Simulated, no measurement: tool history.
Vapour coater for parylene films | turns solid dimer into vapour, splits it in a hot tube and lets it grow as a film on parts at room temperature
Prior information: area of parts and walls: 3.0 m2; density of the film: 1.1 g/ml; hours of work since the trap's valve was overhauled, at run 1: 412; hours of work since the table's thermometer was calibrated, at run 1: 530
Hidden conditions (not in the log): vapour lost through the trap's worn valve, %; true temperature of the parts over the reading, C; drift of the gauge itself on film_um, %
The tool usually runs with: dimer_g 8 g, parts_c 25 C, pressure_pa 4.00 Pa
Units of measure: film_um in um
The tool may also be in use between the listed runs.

| run | hour | dimer_g | parts_c | pressure_pa | hours of work since the trap's valve was overhauled | hours of work since the table's thermometer was calibrated | film_um |
|---|---|---|---|---|---|---|---|
| 1 | 0.0 | 8 | 25 | 4.00 | 412 | 530 | 1.341 |
|  | 13.4 | trap's valve overhauled |
| 2 | 22.2 | 8 | 25 | 4.00 | 5 | 540 | 1.313 |
| 3 | 46.1 | 8 | 25 | 4.00 | 18 | 553 | 1.299 |
| 4 | 62.7 | 8 | 25 | 4.00 | 27 | 563 | 1.289 |
|  | 72.5 | trap's valve overhauled, once more |
| 5 | 81.5 | 8 | 25 | 6.57 | 5 | 571 | 1.318 |
| 6 | 107.9 | 8 | 25 | 6.57 | 20 | 585 | 1.309 |
| 7 | 119.2 | 6 | 25 | 4.00 | 26 | 592 | 1.082 |
| 8 | 140.2 | 6 | 25 | 4.00 | 37 | 603 | 1.081 |
| 9 | 161.1 | 6 | 25 | 4.00 | 49 | 615 | 1.077 |
| 10 | 172.1 | 8 | 29 | 4.00 | 55 | 621 | 1.216 |
| 11 | 190.2 | 14 | 25 | 4.00 | 65 | 631 | 2.532 |
| 12 | 210.3 | 13 | 25 | 4.00 | 76 | 642 | 2.330 |
| 13 | 232.9 | 8 | 25 | 4.00 | 89 | 655 | 1.428 |
| 14 | 257.1 | 3 | 23 | 7.45 | 102 | 668 | 0.515 |
| 15 | 271.9 | 3 | 23 | 2.33 | 110 | 676 | 0.648 |

Estimate the outcome of run 16 from the log above:
| 16 | 289.9 | 8 | 35 | 2.25 | 120 | 686 | ? |

{"run 16": {"film_um": 1.047}}
Minus the tool's unlogged condition, the same run would have read film_um 1.096 um.
